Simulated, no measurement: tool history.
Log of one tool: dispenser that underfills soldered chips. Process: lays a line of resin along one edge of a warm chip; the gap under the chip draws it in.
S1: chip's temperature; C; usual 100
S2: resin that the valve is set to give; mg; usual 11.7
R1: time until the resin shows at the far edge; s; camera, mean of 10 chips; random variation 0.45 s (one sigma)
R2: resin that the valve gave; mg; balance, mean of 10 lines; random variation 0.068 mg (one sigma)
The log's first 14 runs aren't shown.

-- hour=117.5 new syringe of resin
run 15 hour=125.9 | S1=100 S2=11.7 | R1=43.5 R2=10.38
-- hour=128.1 new syringe of resin
run 16 hour=133.6 | S1=100 S2=11.7 | R1=39.6 R2=10.20
-- hour=138.7 new syringe of resin
run 17 hour=139.4 | S1=100 S2=11.7 | R1=33.4 R2=10.28
-- hour=149.6 new syringe of resin
run 18 hour=151.4 | S1=100 S2=11.7 | R1=35.2 R2=10.08
run 19 hour=157.2 | S1=100 S2=11.7 | R1=42.9 R2=10.00
-- hour=160.2 new syringe of resin
-- hour=163.5 dispensing valve cleaned and set on the balance
run 20 hour=163.5 | S1=113 S2=10.3 | R1=21.8 R2=10.35
-- hour=172.2 new syringe of resin
run 21 hour=172.5 | S1=113 S2=10.3 | R1=19.7 R2=10.19
-- hour=183.3 new syringe of resin
run 22 hour=183.3 | S1=114 S2=11.7 | R1=19.2 R2=11.61
run 23 hour=191.6 | S1=114 S2=11.7 | R1=24.3 R2=11.52
-- hour=194.4 new syringe of resin
run 24 hour=201.8 | S1=90 S2=14.3 | R1=59.2 R2=13.96
-- hour=204.9 new syringe of resin
run 25 hour=207.4 | S1=90 S2=14.3 | R1=48.4 R2=13.88
run 26 hour=214.3 | S1=88 S2=13.4 | R1=66.5 R2=13.13
-- hour=215.5 new syringe of resin
run 27 hour=221.0 | S1=88 S2=13.4 | R1=58.0 R2=12.94
-- hour=226.6 new syringe of resin
run 28 hour=229.2 | S1=90 S2=13.2 | R1=48.3 R2=12.63
-- hour=237.6 new syringe of resin
run 29 hour=241.2 | S1=95 S2=12.1 | R1=42.4 R2=11.57
-- hour=248.6 new syringe of resin
run 30 hour=253.0 | S1=86 S2=11.1 | R1=63.8 R2=10.49
-- hour=259.3 new syringe of resin
run 31 hour=260.7 | S1=86 S2=11.1 | R1=57.6 R2=10.48
-- hour=269.8 new syringe of resin
run 32 hour=271.2 | S1=99 S2=14.9 | R1=32.8 R2=13.83
run 33 hour=278.9 | S1=101 S2=10.4 | R1=43.6 R2=9.61
-- hour=280.6 new syringe of resin
run 34 hour=288.8 | S1=105 S2=14.7 | R1=32.7 R2=13.55
-- hour=291.7 new syringe of resin
run 35 hour=297.3 | S1=101 S2=15.1 | R1=34.1 R2=13.85

Forecast each of these 4 alternatives for the next run:
-- hour=302.2 new syringe of resin
run A hour=305.1 | S1=102 S2=12.4 | R1=? R2=?
-- hour=302.2 new syringe of resin
run B hour=305.1 | S1=93 S2=14.8 | R1=? R2=?
-- hour=302.2 new syringe of resin
run C hour=305.1 | S1=99 S2=14.0 | R1=? R2=?
-- hour=302.2 new syringe of resin
run D hour=305.1 | S1=108 S2=12.4 | R1=? R2=?

run=A R1=32.0 R2=11.26
run=B R1=44.1 R2=13.49
run=C R1=33.9 R2=12.84
run=D R1=25.3 R2=11.40
Without the tool's hidden state the same runs would have given:
run=A R1=31.1 R2=12.34
run=B R1=43.6 R2=14.78
run=C R1=33.3 R2=14.06
run=D R1=24.5 R2=12.48
